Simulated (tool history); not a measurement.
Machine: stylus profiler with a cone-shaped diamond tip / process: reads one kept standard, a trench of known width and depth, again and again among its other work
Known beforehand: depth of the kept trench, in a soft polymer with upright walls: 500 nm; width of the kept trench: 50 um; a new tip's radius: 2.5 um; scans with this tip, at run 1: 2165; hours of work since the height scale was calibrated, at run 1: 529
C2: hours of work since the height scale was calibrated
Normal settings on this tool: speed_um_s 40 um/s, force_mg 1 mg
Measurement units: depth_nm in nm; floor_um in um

Run 1, hour 0: usual settings; scans with this tip 2165; C2 529. Result: depth_nm 503.46 nm, floor_um 46.61 um.
Run 2, hour 18.2: usual settings but force_mg 1.03 mg; scans with this tip 2214; C2 541. Result: depth_nm 503.48 nm, floor_um 46.64 um.
Run 3, hour 42.8: usual settings but force_mg 1.03 mg; scans with this tip 2279; C2 557. Result: depth_nm 503.61 nm, floor_um 46.58 um.
Run 4, hour 75.6: usual settings but force_mg 1.03 mg; scans with this tip 2366; C2 579. Result: depth_nm 503.15 nm, floor_um 46.67 um.
Run 5, hour 94.9: usual settings but force_mg 1.03 mg; scans with this tip 2417; C2 591. Result: depth_nm 503.58 nm, floor_um 46.62 um.
Run 6, hour 113.6: usual settings but speed_um_s 30 um/s, force_mg 2.58 mg; scans with this tip 2467; C2 603. Result: depth_nm 507.1 nm, floor_um 46.64 um.
Run 7, hour 130.4: usual settings but speed_um_s 13 um/s; scans with this tip 2511; C2 614. Result: depth_nm 503.23 nm, floor_um 46.66 um.
Run 8, hour 165.3: usual settings but speed_um_s 13 um/s; scans with this tip 2604; C2 637. Result: depth_nm 503.18 nm, floor_um 46.65 um.
Run 9, hour 181.2: usual settings but speed_um_s 13 um/s; scans with this tip 2647; C2 647. Result: depth_nm 503.26 nm, floor_um 46.75 um.
Run 10, hour 211.9: usual settings but speed_um_s 103 um/s, force_mg 0.81 mg; scans with this tip 2728; C2 667. Result: depth_nm 502.6 nm, floor_um 46.29 um.

Per-run results on a tool with no hidden state, each run keeping its own random variation:
Hidden state present: radius of the tip, um; height scale over the true one, %; drift of the gauge itself on depth_nm, %; drift of the gauge itself on floor_um, %.
run  depth_nm  floor_um
  1    504.21     46.84
  2    504.23     46.87
  3    504.38     46.82
  4    503.95     46.91
  5    504.39     46.87
  6    507.92     46.89
  7    504.06     46.91
  8    504.04     46.92
  9    504.12     47.01
 10    503.49     46.57

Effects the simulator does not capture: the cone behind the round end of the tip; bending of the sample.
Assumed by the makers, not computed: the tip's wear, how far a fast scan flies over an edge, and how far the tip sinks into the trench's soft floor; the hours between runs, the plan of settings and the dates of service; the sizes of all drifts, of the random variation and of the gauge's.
